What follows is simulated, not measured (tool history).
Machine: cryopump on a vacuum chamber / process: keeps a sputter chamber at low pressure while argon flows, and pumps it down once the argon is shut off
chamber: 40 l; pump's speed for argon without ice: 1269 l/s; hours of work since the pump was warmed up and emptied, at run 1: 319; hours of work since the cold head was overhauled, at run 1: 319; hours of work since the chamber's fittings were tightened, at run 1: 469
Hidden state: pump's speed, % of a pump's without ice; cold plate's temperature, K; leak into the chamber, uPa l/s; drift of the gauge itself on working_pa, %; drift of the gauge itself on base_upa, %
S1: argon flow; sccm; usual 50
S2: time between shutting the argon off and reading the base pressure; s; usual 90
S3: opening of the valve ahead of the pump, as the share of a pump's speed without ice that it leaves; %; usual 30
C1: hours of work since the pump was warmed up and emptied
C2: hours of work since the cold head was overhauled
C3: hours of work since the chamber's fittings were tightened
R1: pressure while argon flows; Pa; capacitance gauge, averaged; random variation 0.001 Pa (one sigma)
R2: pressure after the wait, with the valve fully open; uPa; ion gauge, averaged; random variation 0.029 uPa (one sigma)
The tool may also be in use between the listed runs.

Run 1, day 0.000: usual settings; C1 319; C2 319; C3 469. Result: R1 0.2288 Pa, R2 1.78 uPa.
Run 2, day 1.292: usual settings; C1 345; C2 345; C3 495. Result: R1 0.2280 Pa, R2 1.77 uPa.
Run 3, day 2.992: usual settings; C1 379; C2 379; C3 529. Result: R1 0.2305 Pa, R2 1.87 uPa.
Run 4, day 4.688: usual settings; C1 413; C2 413; C3 563. Result: R1 0.2288 Pa, R2 1.85 uPa.
Run 5, day 7.150: usual settings; C1 462; C2 462; C3 612. Result: R1 0.2313 Pa, R2 1.89 uPa.
Run 6, day 9.642: usual settings but S1 61 sccm; C1 511; C2 511; C3 662. Result: R1 0.2817 Pa, R2 1.96 uPa.
Run 7, day 10.817: usual settings but S1 61 sccm; C1 535; C2 535; C3 685. Result: R1 0.2849 Pa, R2 2.03 uPa.
Run 8, day 12.792: usual settings but S3 25 %; C1 574; C2 574; C3 724. Result: R1 0.2760 Pa, R2 2.02 uPa.
Run 9, day 15.254: usual settings; C1 623; C2 623; C3 774. Result: R1 0.2341 Pa, R2 2.00 uPa.
Run 10, day 17.175: usual settings but S3 37 %; C1 662; C2 662; C3 812. Result: R1 0.1949 Pa, R2 2.07 uPa.
Run 11, day 18.888: usual settings but S2 128 s; C1 696; C2 696; C3 846. Result: R1 0.2362 Pa, R2 1.72 uPa.
Run 12, day 21.029: usual settings but S2 128 s; C1 738; C2 738; C3 889. Result: R1 0.2368 Pa, R2 1.79 uPa.
Run 13, day 23.438: usual settings but S2 128 s; C1 786; C2 786; C3 937. Result: R1 0.2373 Pa, R2 1.82 uPa.
Run 14, day 24.629: usual settings but S2 128 s; C1 810; C2 810; C3 960. Result: R1 0.2392 Pa, R2 1.84 uPa.
Run 15, day 26.133: usual settings; C1 840; C2 840; C3 990. Result: R1 0.2407 Pa, R2 2.25 uPa.
Run 16, day 28.212: usual settings; C1 882; C2 882; C3 1032. Result: R1 0.2393 Pa, R2 2.30 uPa.
Run 17, day 29.633: usual settings; C1 910; C2 910; C3 1060. Result: R1 0.2407 Pa, R2 2.37 uPa.
Run 18, day 32.154: usual settings; C1 960; C2 960; C3 1110. Result: R1 0.2429 Pa, R2 2.34 uPa.
Run 19, day 33.612: usual settings but S1 88 sccm, S2 63 s; C1 989; C2 989; C3 1140. Result: R1 0.4261 Pa, R2 2.91 uPa.
At day 35.154: leaking fittings of the chamber tightened, without venting.
Run 20, day 35.842: usual settings but S1 62 sccm, S2 176 s; C1 1032; C2 1032; C3 14. Result: R1 0.3020 Pa, R2 1.04 uPa.
Run 21, day 38.096: usual settings but S1 22 sccm, S2 138 s; C1 1077; C2 1077; C3 59. Result: R1 0.1085 Pa, R2 1.23 uPa.
Run 22, day 40.329: usual settings but S1 26 sccm, S2 23 s, S3 45 %; C1 1122; C2 1122; C3 103. Result: R1 0.0905 Pa, R2 4.92 uPa.
Run 23, day 42.783: usual settings but S1 54 sccm, S2 205 s, S3 26 %; C1 1170; C2 1170; C3 152. Result: R1 0.3060 Pa, R2 1.03 uPa.
At day 43.433: pump warmed up, emptied and cooled again.
Run 24, day 45.142: usual settings but S1 57 sccm, S2 46 s, S3 16 %; C1 34; C2 1213; C3 195. Result: R1 0.4752 Pa, R2 2.65 uPa.
Run 25, day 46.925: usual settings but S1 72 sccm, S2 118 s, S3 18 %; C1 70; C2 1249; C3 231. Result: R1 0.5380 Pa, R2 1.31 uPa.
Run 26, day 49.258: usual settings but S1 94 sccm, S2 30 s, S3 20 %; C1 116; C2 1295; C3 277. Result: R1 0.6302 Pa, R2 4.05 uPa.
Run 27, day 50.379: usual settings but S1 76 sccm, S2 30 s, S3 20 %; C1 138; C2 1318; C3 299. Result: R1 0.5147 Pa, R2 3.91 uPa.
Run 28, day 52.354: usual settings but S2 261 s, S3 32 %; C1 178; C2 1357; C3 339. Result: R1 0.2128 Pa, R2 0.92 uPa.
Run 29, day 54.654: usual settings but S1 48 sccm, S2 29 s, S3 31 %; C1 224; C2 1403; C3 385. Result: R1 0.2121 Pa, R2 4.10 uPa.
Run 30, day 56.904: usual settings but S2 24 s, S3 59 %; C1 269; C2 1448; C3 429. Result: R1 0.1185 Pa, R2 4.83 uPa.
Run 31, day 59.100: usual settings but S1 26 sccm, S3 17 %; C1 312; C2 1492; C3 473. Result: R1 0.2081 Pa, R2 1.83 uPa.
Run 32, day 61.004: usual settings but S1 26 sccm, S3 17 %; C1 350; C2 1530; C3 511. Result: R1 0.2078 Pa, R2 1.87 uPa.
Run 33, day 63.417: usual settings but S1 77 sccm, S2 170 s, S3 17 %; C1 398; C2 1578; C3 559. Result: R1 0.6195 Pa, R2 1.35 uPa.
Run 34, day 64.812: usual settings but S1 77 sccm, S2 63 s, S3 23 %; C1 426; C2 1605; C3 587. Result: R1 0.4588 Pa, R2 2.34 uPa.

Alternative continuations, all from the tool just after run 34; predict every row:
Run A, day 66.475: usual settings but S1 77 sccm, S2 63 s, S3 16 %; C1 459; C2 1639; C3 620. Result: R1 ?, R2 ?.
Run B, day 66.475: usual settings but S2 128 s, S3 20 %; C1 459; C2 1639; C3 620. Result: R1 ?, R2 ?.
Run C, day 66.475: usual settings but S1 64 sccm; C1 459; C2 1639; C3 620. Result: R1 ?, R2 ?.
Run D, day 66.475: usual settings but S1 44 sccm, S2 252 s, S3 23 %; C1 459; C2 1639; C3 620. Result: R1 ?, R2 ?.

run      R1    R2
  A  0.6575  2.51
  B  0.3433  1.61
  C  0.2956  1.95
  D  0.2614  1.18
Had the tool no hidden state, the same runs would have come out as:
run      R1    R2
  A  0.6423  1.96
  B  0.3334  1.08
  C  0.2830  1.41
  D  0.2527  0.64
